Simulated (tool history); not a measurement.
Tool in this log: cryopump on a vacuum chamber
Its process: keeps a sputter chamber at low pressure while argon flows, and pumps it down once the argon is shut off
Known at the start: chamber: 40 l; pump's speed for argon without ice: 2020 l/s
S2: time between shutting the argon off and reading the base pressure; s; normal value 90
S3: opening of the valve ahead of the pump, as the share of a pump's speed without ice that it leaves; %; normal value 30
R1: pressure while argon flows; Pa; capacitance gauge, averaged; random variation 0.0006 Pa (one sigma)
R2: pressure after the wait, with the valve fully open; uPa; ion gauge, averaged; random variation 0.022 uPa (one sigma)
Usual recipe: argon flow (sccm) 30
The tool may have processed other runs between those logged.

{"run": 1, "hour": 0.0, "argon flow (sccm)": 30, "S2": 90, "S3": 30, "R1": 0.0841, "R2": 0.91}
{"run": 2, "hour": 39.2, "argon flow (sccm)": 30, "S2": 90, "S3": 30, "R1": 0.0847, "R2": 0.91}
{"run": 3, "hour": 86.1, "argon flow (sccm)": 30, "S2": 30, "S3": 30, "R1": 0.0861, "R2": 1.81}
{"run": 4, "hour": 137.7, "argon flow (sccm)": 30, "S2": 30, "S3": 30, "R1": 0.088, "R2": 1.89}
{"run": 5, "hour": 182.2, "argon flow (sccm)": 30, "S2": 30, "S3": 30, "R1": 0.0877, "R2": 1.87}
{"run": 6, "hour": 218.9, "argon flow (sccm)": 30, "S2": 30, "S3": 30, "R1": 0.0877, "R2": 1.89}
{"run": 7, "hour": 281.4, "argon flow (sccm)": 26, "S2": 90, "S3": 25, "R1": 0.091, "R2": 1.09}
{"run": 8, "hour": 309.0, "argon flow (sccm)": 26, "S2": 90, "S3": 25, "R1": 0.0916, "R2": 1.1}
{"run": 9, "hour": 363.9, "argon flow (sccm)": 26, "S2": 90, "S3": 25, "R1": 0.0931, "R2": 1.13}
{"run": 10, "hour": 403.2, "argon flow (sccm)": 47, "S2": 75, "S3": 19, "R1": 0.2173, "R2": 1.31}
{"run": 11, "hour": 460.1, "argon flow (sccm)": 29, "S2": 122, "S3": 19, "R1": 0.1362, "R2": 1.1}

What if the next run were any one of these 4? Each begins from the tool's condition after run 11:
{"run": "A", "hour": 490.0, "argon flow (sccm)": 50, "S2": 90, "S3": 30, "R1": "?", "R2": "?"}
{"run": "B", "hour": 490.0, "argon flow (sccm)": 29, "S2": 146, "S3": 40, "R1": "?", "R2": "?"}
{"run": "C", "hour": 490.0, "argon flow (sccm)": 19, "S2": 73, "S3": 57, "R1": "?", "R2": "?"}
{"run": "D", "hour": 490.0, "argon flow (sccm)": 30, "S2": 109, "S3": 30, "R1": "?", "R2": "?"}

run=A R1=0.1555 R2=1.24
run=B R1=0.0688 R2=1.08
run=C R1=0.0332 R2=1.48
run=D R1=0.092 R2=1.2
With no hidden state in the tool, these same runs would have given:
run=A R1=0.1402 R2=0.56
run=B R1=0.0601 R2=0.42
run=C R1=0.0275 R2=0.77
run=D R1=0.0829 R2=0.51
